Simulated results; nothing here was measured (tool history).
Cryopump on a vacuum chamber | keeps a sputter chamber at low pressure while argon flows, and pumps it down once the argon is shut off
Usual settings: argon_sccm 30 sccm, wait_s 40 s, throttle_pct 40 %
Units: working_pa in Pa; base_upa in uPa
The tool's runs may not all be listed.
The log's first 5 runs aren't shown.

| run | hour | argon_sccm | wait_s | throttle_pct | hours of work since the pump was warmed up and emptied | hours of work since the cold head was overhauled | hours of work since the chamber's fittings were tightened | working_pa | base_upa |
|---|---|---|---|---|---|---|---|---|---|
| 6 | 56.5 | 30 | 40 | 40 | 37 | 430 | 1729 | 0.0518 | 3.05 |
| 7 | 65 | 30 | 40 | 41 | 43 | 435 | 1735 | 0.0506 | 3.03 |
| 8 | 73 | 30 | 40 | 41 | 48 | 440 | 1740 | 0.0502 | 2.98 |
|  | 81.2 | leaking fittings of the chamber tightened, without venting |
| 9 | 90 | 30 | 40 | 41 | 57 | 450 | 5 | 0.0504 | 1.56 |
| 10 | 97.2 | 30 | 221 | 40 | 61 | 454 | 10 | 0.0517 | 0.4 |
| 11 | 113.4 | 30 | 111 | 40 | 72 | 464 | 20 | 0.0516 | 0.66 |
| 12 | 123.6 | 25 | 111 | 40 | 78 | 471 | 26 | 0.0433 | 0.64 |
| 13 | 136.8 | 25 | 111 | 40 | 86 | 479 | 35 | 0.0431 | 0.64 |
| 14 | 152.7 | 30 | 43 | 40 | 96 | 489 | 45 | 0.0518 | 1.48 |
| 15 | 164.7 | 30 | 43 | 40 | 104 | 496 | 52 | 0.0517 | 1.47 |
| 16 | 174.8 | 30 | 43 | 40 | 110 | 503 | 58 | 0.0526 | 1.43 |
| 17 | 186.1 | 30 | 43 | 40 | 117 | 510 | 65 | 0.0516 | 1.47 |
| 18 | 197.6 | 30 | 43 | 40 | 124 | 517 | 73 | 0.0522 | 1.46 |
| 19 | 213.6 | 19 | 122 | 41 | 134 | 527 | 83 | 0.0324 | 0.68 |
| 20 | 227.7 | 19 | 122 | 41 | 143 | 536 | 91 | 0.0326 | 0.68 |
| 21 | 237.5 | 12 | 45 | 27 | 149 | 542 | 98 | 0.0307 | 1.5 |
| 22 | 246.6 | 30 | 21 | 40 | 155 | 548 | 103 | 0.0524 | 2.82 |
| 23 | 257.9 | 31 | 93 | 42 | 162 | 555 | 110 | 0.0516 | 0.85 |
| 24 | 270 | 31 | 93 | 42 | 169 | 562 | 118 | 0.0521 | 0.8 |
| 25 | 285.6 | 40 | 40 | 17 | 179 | 572 | 128 | 0.1621 | 1.61 |
| 26 | 296.3 | 40 | 40 | 17 | 186 | 579 | 134 | 0.1612 | 1.61 |

Forecast run 27:
| 27 | 303.7 | 40 | 40 | 17 | 190 | 583 | 139 | ? | ? |

Run 27 gave working_pa 0.162 Pa, base_upa 1.65 uPa.
Without the tool's hidden state the same run would have given working_pa 0.1594 Pa, base_upa 1.5 uPa.
